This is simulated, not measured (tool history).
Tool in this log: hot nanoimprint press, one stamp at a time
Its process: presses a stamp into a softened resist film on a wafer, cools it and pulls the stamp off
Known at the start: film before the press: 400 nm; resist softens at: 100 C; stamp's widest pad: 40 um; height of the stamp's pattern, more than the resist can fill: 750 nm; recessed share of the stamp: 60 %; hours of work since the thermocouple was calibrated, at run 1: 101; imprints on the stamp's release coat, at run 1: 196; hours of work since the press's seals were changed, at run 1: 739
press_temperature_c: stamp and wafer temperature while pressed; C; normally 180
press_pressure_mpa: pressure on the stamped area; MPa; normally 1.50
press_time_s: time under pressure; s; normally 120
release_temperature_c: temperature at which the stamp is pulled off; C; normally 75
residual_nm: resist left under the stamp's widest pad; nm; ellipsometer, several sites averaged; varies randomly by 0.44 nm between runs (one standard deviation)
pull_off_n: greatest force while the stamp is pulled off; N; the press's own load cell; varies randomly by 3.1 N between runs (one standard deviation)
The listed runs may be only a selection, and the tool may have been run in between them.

run	hour	press_temperature_c	press_pressure_mpa	press_time_s	release_temperature_c	hours of work since the thermocouple was calibrated	imprints on the stamp's release coat	hours of work since the press's seals were changed	residual_nm	pull_off_n
1	0.0	180	1.50	120	75	101	196	739	179.4	230
2	44.3	180	1.50	120	75	132	362	770	180.1	235
3	76.8	180	1.50	120	75	154	485	792	179.6	232
4	121.3	180	1.50	120	75	185	652	823	180.5	241
5	154.2	180	1.50	120	78	207	776	845	179.7	222
6	192.9	180	1.11	120	78	234	922	872	203.3	225
7	254.6	180	1.11	120	78	276	1154	914	202.9	223
# hour 301.5: press's hydraulic seals changed and the load cell set to zero
8	319.5	180	1.11	120	78	315	1368	12	197.1	229
# hour 352.6: stamp cleaned and given a new release coat
# hour 369.2: plate thermocouple calibrated
9	383.0	180	1.11	120	78	9	103	50	200.1	211
10	420.8	180	1.11	120	78	35	246	76	200.0	220
11	477.4	180	1.50	120	79	74	459	115	175.4	208
12	534.4	180	1.50	120	79	113	673	154	174.8	212
13	596.3	180	1.50	120	75	156	906	196	174.4	244
14	622.1	180	1.50	109	75	174	1003	214	181.9	247
15	647.9	180	1.50	109	75	191	1100	232	181.7	243
16	691.3	180	1.50	70	77	221	1264	261	212.2	233
17	724.0	180	1.50	70	77	244	1387	284	211.2	241
# hour 751.9: stamp cleaned and given a new release coat
18	778.5	172	1.79	70	77	277	100	317	265.8	214
19	826.1	180	1.48	120	75	309	279	350	174.9	230
20	862.6	169	1.35	75	75	335	416	375	307.3	229
# hour 875.4: plate thermocouple calibrated
21	910.6	181	2.04	183	83	24	586	406	123.7	185
22	950.8	181	2.04	225	83	52	737	433	114.1	187
23	991.9	188	1.50	101	79	80	892	462	135.5	218
24	1054.6	191	2.26	101	66	123	1128	505	97.6	293
25	1106.4	180	1.22	89	75	159	1323	540	214.7	251
26	1138.9	182	2.13	171	63	181	1445	562	119.0	334
# hour 1149.6: stamp cleaned and given a new release coat
27	1184.5	182	1.34	152	75	208	131	590	155.5	229
28	1230.3	182	1.34	152	75	240	304	621	154.7	230
29	1261.3	180	1.50	120	78	261	420	642	176.2	213

Same runs, no hidden state in the tool, same run-to-run variation:
The tool's hidden condition here consists of: true temperature over the reading, C; pressure that arrives at the usual setting, %; grip of the stamp's worn release coat, % over a new coat's; drift of the gauge itself on residual_nm, %; drift of the gauge itself on pull_off_n, %.
run	residual_nm	pull_off_n
1	174.9	227
2	175.7	229
3	175.4	224
4	176.4	230
5	175.8	210
6	200.9	211
7	200.8	206
8	200.1	209
9	200.2	209
10	200.3	216
11	175.8	202
12	175.4	202
13	175.3	229
14	182.9	230
15	182.7	225
16	213.5	214
17	212.6	219
18	267.4	215
19	176.5	228
20	309.7	224
21	121.6	178
22	112.1	177
23	134.1	205
24	95.6	270
25	214.2	228
26	117.0	302
27	155.1	229
28	154.4	227
29	175.7	209
